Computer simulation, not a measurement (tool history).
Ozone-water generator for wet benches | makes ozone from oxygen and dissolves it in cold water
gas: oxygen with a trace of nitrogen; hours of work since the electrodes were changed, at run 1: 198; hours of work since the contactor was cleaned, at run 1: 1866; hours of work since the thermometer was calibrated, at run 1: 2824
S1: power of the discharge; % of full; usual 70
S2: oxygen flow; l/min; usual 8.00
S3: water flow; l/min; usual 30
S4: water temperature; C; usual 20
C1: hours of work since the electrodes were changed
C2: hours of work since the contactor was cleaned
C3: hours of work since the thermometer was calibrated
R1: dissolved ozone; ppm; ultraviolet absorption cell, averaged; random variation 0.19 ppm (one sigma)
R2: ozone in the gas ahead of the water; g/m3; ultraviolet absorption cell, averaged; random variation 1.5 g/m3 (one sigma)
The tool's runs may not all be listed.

Run 1, hour 0.0: usual settings; C1 198; C2 1866; C3 2824. Result: R1 27.0 ppm, R2 272.3 g/m3.
Run 2, hour 34.7: usual settings but S4 14 C; C1 228; C2 1896; C3 2854. Result: R1 28.9 ppm, R2 271.8 g/m3.
Run 3, hour 54.4: usual settings but S4 14 C; C1 245; C2 1913; C3 2871. Result: R1 29.1 ppm, R2 273.8 g/m3.
Run 4, hour 87.7: usual settings but S4 14 C; C1 274; C2 1942; C3 2900. Result: R1 28.9 ppm, R2 273.5 g/m3.
Run 5, hour 115.4: usual settings but S4 14 C; C1 298; C2 1966; C3 2924. Result: R1 29.4 ppm, R2 271.7 g/m3.
Run 6, hour 148.1: usual settings but S4 14 C; C1 327; C2 1995; C3 2953. Result: R1 29.1 ppm, R2 270.7 g/m3.
Run 7, hour 182.1: usual settings but S2 9.93 l/min; C1 356; C2 2024; C3 2982. Result: R1 26.1 ppm, R2 236.9 g/m3.
Run 8, hour 221.6: usual settings but S1 46 % of full, S2 9.93 l/min; C1 391; C2 2059; C3 3017. Result: R1 17.9 ppm, R2 159.5 g/m3.
Run 9, hour 261.9: usual settings but S1 46 % of full, S2 9.93 l/min; C1 426; C2 2094; C3 3052. Result: R1 17.5 ppm, R2 160.9 g/m3.

The next listed run, before its measurement:
Run 10, hour 288.5: usual settings but S1 95 % of full, S2 9.93 l/min, S4 14 C; C1 449; C2 2117; C3 3075. Result: R1 ?, R2 ?.

Run 10 gave R1 38.0 ppm, R2 314.8 g/m3.
Without the tool's hidden state the same run would have given R1 39.8 ppm, R2 320.4 g/m3.
